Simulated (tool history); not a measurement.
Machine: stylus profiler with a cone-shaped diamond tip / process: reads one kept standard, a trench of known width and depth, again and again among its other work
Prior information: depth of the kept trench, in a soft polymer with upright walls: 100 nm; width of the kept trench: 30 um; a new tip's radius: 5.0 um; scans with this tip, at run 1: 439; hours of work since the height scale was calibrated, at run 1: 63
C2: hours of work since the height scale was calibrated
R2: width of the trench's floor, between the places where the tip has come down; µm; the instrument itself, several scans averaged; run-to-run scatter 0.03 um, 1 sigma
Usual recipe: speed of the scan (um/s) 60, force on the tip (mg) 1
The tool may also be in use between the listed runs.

{"run": 1, "hour": 0.0, "speed of the scan (um/s)": 60, "force on the tip (mg)": 1, "scans with this tip": 439, "C2": 63, "depth of the trench (Å)": 1003.8, "R2": 27.55}
{"run": 2, "hour": 18.0, "speed of the scan (um/s)": 60, "force on the tip (mg)": 1, "scans with this tip": 493, "C2": 71, "depth of the trench (Å)": 1003.2, "R2": 27.55}
{"run": 3, "hour": 34.6, "speed of the scan (um/s)": 60, "force on the tip (mg)": 1, "scans with this tip": 543, "C2": 78, "depth of the trench (Å)": 1003.8, "R2": 27.55}
{"run": 4, "hour": 52.8, "speed of the scan (um/s)": 60, "force on the tip (mg)": 1, "scans with this tip": 597, "C2": 86, "depth of the trench (Å)": 1003.4, "R2": 27.53}
{"run": 5, "hour": 69.5, "speed of the scan (um/s)": 60, "force on the tip (mg)": 1, "scans with this tip": 647, "C2": 93, "depth of the trench (Å)": 1003.9, "R2": 27.52}
{"run": 6, "hour": 84.3, "speed of the scan (um/s)": 60, "force on the tip (mg)": 1, "scans with this tip": 691, "C2": 99, "depth of the trench (Å)": 1004, "R2": 27.5}
{"run": 7, "hour": 102.3, "speed of the scan (um/s)": 60, "force on the tip (mg)": 1, "scans with this tip": 745, "C2": 107, "depth of the trench (Å)": 1004.1, "R2": 27.58}
{"run": 8, "hour": 111.8, "speed of the scan (um/s)": 60, "force on the tip (mg)": 2.53, "scans with this tip": 773, "C2": 111, "depth of the trench (Å)": 1006.3, "R2": 27.68}
{"run": 9, "hour": 131.5, "speed of the scan (um/s)": 60, "force on the tip (mg)": 0.48, "scans with this tip": 832, "C2": 120, "depth of the trench (Å)": 1002.3, "R2": 27.35}
{"run": 10, "hour": 146.8, "speed of the scan (um/s)": 60, "force on the tip (mg)": 0.48, "scans with this tip": 878, "C2": 126, "depth of the trench (Å)": 1002.3, "R2": 27.35}
{"run": 11, "hour": 166.4, "speed of the scan (um/s)": 60, "force on the tip (mg)": 0.48, "scans with this tip": 936, "C2": 134, "depth of the trench (Å)": 1002.3, "R2": 27.33}
{"run": 12, "hour": 182.7, "speed of the scan (um/s)": 60, "force on the tip (mg)": 0.48, "scans with this tip": 985, "C2": 142, "depth of the trench (Å)": 1002.1, "R2": 27.29}
{"run": 13, "hour": 201.2, "speed of the scan (um/s)": 60, "force on the tip (mg)": 1, "scans with this tip": 1040, "C2": 149, "depth of the trench (Å)": 1004.6, "R2": 27.53}
{"run": 14, "hour": 219.2, "speed of the scan (um/s)": 60, "force on the tip (mg)": 1, "scans with this tip": 1094, "C2": 157, "depth of the trench (Å)": 1003.6, "R2": 27.47}
{"run": 15, "hour": 228.0, "speed of the scan (um/s)": 60, "force on the tip (mg)": 1, "scans with this tip": 1120, "C2": 161, "depth of the trench (Å)": 1003.6, "R2": 27.52}
{"run": 16, "hour": 247.0, "speed of the scan (um/s)": 60, "force on the tip (mg)": 1, "scans with this tip": 1177, "C2": 169, "depth of the trench (Å)": 1004.2, "R2": 27.47}
{"hour": 248.7, "done": "height scale calibrated on a step standard"}
{"run": 17, "hour": 256.6, "speed of the scan (um/s)": 60, "force on the tip (mg)": 1, "scans with this tip": 1204, "C2": 3, "depth of the trench (Å)": 1004.1, "R2": 27.52}
{"run": 18, "hour": 268.3, "speed of the scan (um/s)": 85, "force on the tip (mg)": 2.67, "scans with this tip": 1239, "C2": 8, "depth of the trench (Å)": 1007.6, "R2": 27.54}
{"run": 19, "hour": 288.8, "speed of the scan (um/s)": 60, "force on the tip (mg)": 1.28, "scans with this tip": 1300, "C2": 17, "depth of the trench (Å)": 1005, "R2": 27.51}
{"hour": 309.3, "done": "height scale calibrated on a step standard, once more"}
{"run": 20, "hour": 309.5, "speed of the scan (um/s)": 45, "force on the tip (mg)": 0.87, "scans with this tip": 1360, "C2": 0, "depth of the trench (Å)": 1003, "R2": 27.5}
{"run": 21, "hour": 323.5, "speed of the scan (um/s)": 153, "force on the tip (mg)": 1.41, "scans with this tip": 1402, "C2": 6, "depth of the trench (Å)": 1004.2, "R2": 26.96}
{"run": 22, "hour": 342.4, "speed of the scan (um/s)": 153, "force on the tip (mg)": 1.41, "scans with this tip": 1458, "C2": 14, "depth of the trench (Å)": 1003.4, "R2": 26.94}
{"run": 23, "hour": 357.9, "speed of the scan (um/s)": 153, "force on the tip (mg)": 1.41, "scans with this tip": 1505, "C2": 21, "depth of the trench (Å)": 1003, "R2": 26.99}
{"run": 24, "hour": 375.7, "speed of the scan (um/s)": 153, "force on the tip (mg)": 1.41, "scans with this tip": 1558, "C2": 28, "depth of the trench (Å)": 1004.1, "R2": 26.94}
{"run": 25, "hour": 393.9, "speed of the scan (um/s)": 153, "force on the tip (mg)": 1.41, "scans with this tip": 1612, "C2": 36, "depth of the trench (Å)": 1003.7, "R2": 27}
{"run": 26, "hour": 411.5, "speed of the scan (um/s)": 20, "force on the tip (mg)": 1.24, "scans with this tip": 1665, "C2": 44, "depth of the trench (Å)": 1002.7, "R2": 27.82}
{"run": 27, "hour": 431.2, "speed of the scan (um/s)": 92, "force on the tip (mg)": 0.53, "scans with this tip": 1724, "C2": 52, "depth of the trench (Å)": 1001.9, "R2": 26.95}
{"run": 28, "hour": 445.8, "speed of the scan (um/s)": 92, "force on the tip (mg)": 0.53, "scans with this tip": 1767, "C2": 59, "depth of the trench (Å)": 1002.3, "R2": 27.03}
{"run": 29, "hour": 455.3, "speed of the scan (um/s)": 26, "force on the tip (mg)": 0.46, "scans with this tip": 1796, "C2": 63, "depth of the trench (Å)": 1001.7, "R2": 27.6}
{"run": 30, "hour": 468.3, "speed of the scan (um/s)": 26, "force on the tip (mg)": 0.46, "scans with this tip": 1834, "C2": 68, "depth of the trench (Å)": 1001.2, "R2": 27.66}

What if the next run were any one of these 5? Each begins from the tool's condition after run 30:
{"run": "A", "hour": 478.9, "speed of the scan (um/s)": 23, "force on the tip (mg)": 1.97, "scans with this tip": 1866, "C2": 73, "depth of the trench (Å)": "?", "R2": "?"}
{"run": "B", "hour": 478.9, "speed of the scan (um/s)": 72, "force on the tip (mg)": 0.71, "scans with this tip": 1866, "C2": 73, "depth of the trench (Å)": "?", "R2": "?"}
{"run": "C", "hour": 478.9, "speed of the scan (um/s)": 27, "force on the tip (mg)": 1, "scans with this tip": 1866, "C2": 73, "depth of the trench (Å)": "?", "R2": "?"}
{"run": "D", "hour": 478.9, "speed of the scan (um/s)": 51, "force on the tip (mg)": 0.45, "scans with this tip": 1866, "C2": 73, "depth of the trench (Å)": "?", "R2": "?"}
{"run": "E", "hour": 478.9, "speed of the scan (um/s)": 60, "force on the tip (mg)": 2.09, "scans with this tip": 1866, "C2": 73, "depth of the trench (Å)": "?", "R2": "?"}

run=A depth_of_the_trench_(Å)=1004.3 R2=27.72
run=B depth_of_the_trench_(Å)=1002.5 R2=27.26
run=C depth_of_the_trench_(Å)=1003.3 R2=27.72
run=D depth_of_the_trench_(Å)=1000.7 R2=27.34
run=E depth_of_the_trench_(Å)=1005.6 R2=27.57
Stripped of hidden state, with their random variation kept, the same runs would have yielded:
run=A depth_of_the_trench_(Å)=1004.6 R2=27.84
run=B depth_of_the_trench_(Å)=1002.9 R2=27.39
run=C depth_of_the_trench_(Å)=1003.7 R2=27.84
run=D depth_of_the_trench_(Å)=1001.1 R2=27.46
run=E depth_of_the_trench_(Å)=1006 R2=27.69
